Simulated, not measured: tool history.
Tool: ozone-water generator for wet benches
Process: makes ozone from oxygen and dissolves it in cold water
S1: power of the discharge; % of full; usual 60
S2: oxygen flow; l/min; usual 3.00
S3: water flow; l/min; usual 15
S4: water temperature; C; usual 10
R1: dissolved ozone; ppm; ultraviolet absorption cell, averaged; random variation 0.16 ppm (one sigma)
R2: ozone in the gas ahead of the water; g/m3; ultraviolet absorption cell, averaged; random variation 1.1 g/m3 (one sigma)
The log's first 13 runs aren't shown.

run    hour  S1    S2  S3  S4    R1     R2
 14   447.8  60  3.00  15  10  20.4  189.4
 15   478.8  60  3.00  15  10  20.5  188.7
 16   510.5  60  3.00  15  10  20.2  190.6
      535.7  -- water thermometer calibrated
 17   551.2  60  3.00  15   5  21.8  190.8
 18   586.6  60  3.00  15   5  21.8  191.2
 19   629.5  60  3.28  15   5  22.1  182.2
 20   651.0  60  3.28  15   5  22.3  182.5
 21   694.4  44  2.66  16  14  15.0  165.5
 22   740.0  94  3.17  16  14  25.2  249.4
 23   762.3  94  3.17   9  14  40.3  251.4
 24   808.4  56  3.00  15   7  20.1  183.7
 25   845.9  56  3.00  15   7  20.1  181.7
 26   872.7  56  3.00  15   7  20.3  183.0
 27   895.7  48  3.00  15   8  18.0  166.3
 28   943.4  60  2.25  18  16  15.1  220.6
      954.2  -- gauge calibrated
 29   966.9  60  3.00  15   5  21.7  186.7
 30   990.7  77  3.76  10   9  35.8  196.5
 31  1020.1  77  4.88  13   9  29.8  175.5
 32  1048.0  60  2.20  11  10  26.1  218.5
 33  1091.4  60  2.20  11  10  26.0  218.5

4 ways to go on from here, each from the tool as it stands after run 33. What would each give?
  A  1123.3  56  3.97  11  10   ?   ?
  B  1123.3  60  2.20   9  10   ?   ?
  C  1123.3  60  5.38  20   8   ?   ?
  D  1123.3  60  2.20  10  10   ?   ?

run    R1     R2
  A  26.4  155.4
  B  30.4  217.4
  C  17.6  141.1
  D  27.9  218.1
Without the tool's hidden state the same runs would have given:
run    R1     R2
  A  26.4  154.7
  B  30.4  216.4
  C  17.6  140.5
  D  27.9  217.2
